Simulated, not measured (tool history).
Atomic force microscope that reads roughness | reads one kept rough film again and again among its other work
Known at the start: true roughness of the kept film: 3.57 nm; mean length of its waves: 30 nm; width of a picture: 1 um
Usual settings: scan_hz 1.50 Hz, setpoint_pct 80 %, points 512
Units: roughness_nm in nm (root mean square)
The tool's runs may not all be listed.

{"run": 1, "day": 0.0, "scan_hz": 1.5, "setpoint_pct": 80, "points": 512, "roughness_nm": 2.793}
{"day": 0.296, "done": "new tip fitted"}
{"run": 2, "day": 0.562, "scan_hz": 1.5, "setpoint_pct": 80, "points": 460, "roughness_nm": 2.808}
{"run": 3, "day": 1.308, "scan_hz": 1.5, "setpoint_pct": 80, "points": 316, "roughness_nm": 2.79}
{"run": 4, "day": 2.004, "scan_hz": 1.5, "setpoint_pct": 80, "points": 316, "roughness_nm": 2.798}
{"run": 5, "day": 2.55, "scan_hz": 1.5, "setpoint_pct": 65, "points": 316, "roughness_nm": 2.997}
{"run": 6, "day": 2.958, "scan_hz": 1.5, "setpoint_pct": 80, "points": 310, "roughness_nm": 2.779}
{"run": 7, "day": 3.35, "scan_hz": 1.5, "setpoint_pct": 80, "points": 310, "roughness_nm": 2.784}
{"run": 8, "day": 3.9, "scan_hz": 1.5, "setpoint_pct": 80, "points": 310, "roughness_nm": 2.797}
{"run": 9, "day": 4.258, "scan_hz": 1.5, "setpoint_pct": 58, "points": 310, "roughness_nm": 3.068}
{"run": 10, "day": 4.854, "scan_hz": 1.5, "setpoint_pct": 58, "points": 310, "roughness_nm": 3.045}
{"run": 11, "day": 5.2, "scan_hz": 0.59, "setpoint_pct": 80, "points": 512, "roughness_nm": 3.026}
{"run": 12, "day": 6.008, "scan_hz": 0.56, "setpoint_pct": 80, "points": 441, "roughness_nm": 3.052}
{"day": 6.454, "done": "new tip fitted"}
{"run": 13, "day": 6.454, "scan_hz": 1.63, "setpoint_pct": 87, "points": 559, "roughness_nm": 2.653}
{"run": 14, "day": 7.038, "scan_hz": 1.63, "setpoint_pct": 87, "points": 559, "roughness_nm": 2.656}
{"run": 15, "day": 7.45, "scan_hz": 1.5, "setpoint_pct": 73, "points": 512, "roughness_nm": 2.917}
{"run": 16, "day": 7.921, "scan_hz": 1.5, "setpoint_pct": 73, "points": 512, "roughness_nm": 2.912}
{"run": 17, "day": 8.675, "scan_hz": 1.5, "setpoint_pct": 73, "points": 512, "roughness_nm": 2.925}
{"run": 18, "day": 9.046, "scan_hz": 1.94, "setpoint_pct": 80, "points": 548, "roughness_nm": 2.704}
{"run": 19, "day": 9.5, "scan_hz": 1.5, "setpoint_pct": 70, "points": 381, "roughness_nm": 2.947}
{"run": 20, "day": 9.842, "scan_hz": 3.11, "setpoint_pct": 70, "points": 466, "roughness_nm": 2.75}

Forecast run 21:
{"run": 21, "day": 10.492, "scan_hz": 3.11, "setpoint_pct": 70, "points": 466, "roughness_nm": "?"}

Run 21 gave roughness_nm 2.737 nm (root mean square).
Without the tool's hidden state the same run would have given roughness_nm 2.740 nm (root mean square).
